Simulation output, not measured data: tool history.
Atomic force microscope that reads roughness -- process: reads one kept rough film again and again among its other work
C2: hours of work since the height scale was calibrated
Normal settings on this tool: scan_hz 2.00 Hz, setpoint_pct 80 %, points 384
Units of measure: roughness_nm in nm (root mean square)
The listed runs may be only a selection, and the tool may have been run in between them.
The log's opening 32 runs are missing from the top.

At hour 1717.1: new tip fitted.
Run 33, hour 1773.7: usual settings but scan_hz 0.84 Hz, setpoint_pct 71 %, points 408; pictures with this tip 76; C2 711. Result: roughness_nm 2.765 nm (root mean square).
At hour 1806.8: new tip fitted.
Run 34, hour 1838.9: usual settings but scan_hz 0.54 Hz, setpoint_pct 74 %; pictures with this tip 43; C2 751. Result: roughness_nm 2.946 nm (root mean square).
At hour 1892.2: new tip fitted.
Run 35, hour 1896.4: usual settings but scan_hz 1.30 Hz, setpoint_pct 73 %, points 713; pictures with this tip 5; C2 787. Result: roughness_nm 3.005 nm (root mean square).
Run 36, hour 1967.4: usual settings but scan_hz 2.62 Hz; pictures with this tip 101; C2 831. Result: roughness_nm 2.394 nm (root mean square).
At hour 1979.0: new tip fitted.
Run 37, hour 2006.6: usual settings but scan_hz 0.83 Hz, points 369; pictures with this tip 37; C2 855. Result: roughness_nm 2.897 nm (root mean square).
At hour 2065.5: new tip fitted.
Run 38, hour 2065.5: usual settings but scan_hz 3.99 Hz, setpoint_pct 78 %; pictures with this tip 0; C2 891. Result: roughness_nm 2.597 nm (root mean square).
Run 39, hour 2135.5: usual settings but scan_hz 3.99 Hz, setpoint_pct 78 %; pictures with this tip 94; C2 935. Result: roughness_nm 2.290 nm (root mean square).
At hour 2152.8: new tip fitted.
Run 40, hour 2193.5: usual settings but scan_hz 2.90 Hz, setpoint_pct 68 %, points 604; pictures with this tip 54; C2 971. Result: roughness_nm 2.741 nm (root mean square).
At hour 2238.5: new tip fitted.
Run 41, hour 2253.9: usual settings but scan_hz 1.40 Hz, setpoint_pct 81 %; pictures with this tip 20; C2 1008. Result: roughness_nm 2.820 nm (root mean square).
Run 42, hour 2296.1: usual settings but scan_hz 3.82 Hz, setpoint_pct 73 %; pictures with this tip 77; C2 1034. Result: roughness_nm 2.450 nm (root mean square).
At hour 2327.1: new tip fitted.
Run 43, hour 2334.5: usual settings but scan_hz 3.82 Hz, setpoint_pct 73 %; pictures with this tip 9; C2 1058. Result: roughness_nm 2.689 nm (root mean square).

Run 44 is up next; what results do you expect?
Run 44, hour 2406.3: usual settings but scan_hz 3.18 Hz, setpoint_pct 57 %, points 644; pictures with this tip 106; C2 1102. Result: roughness_nm ?.

roughness_nm: 2.659 nm (root mean square)
With no hidden state in the tool, this same run would have given roughness_nm 3.096 nm (root mean square).

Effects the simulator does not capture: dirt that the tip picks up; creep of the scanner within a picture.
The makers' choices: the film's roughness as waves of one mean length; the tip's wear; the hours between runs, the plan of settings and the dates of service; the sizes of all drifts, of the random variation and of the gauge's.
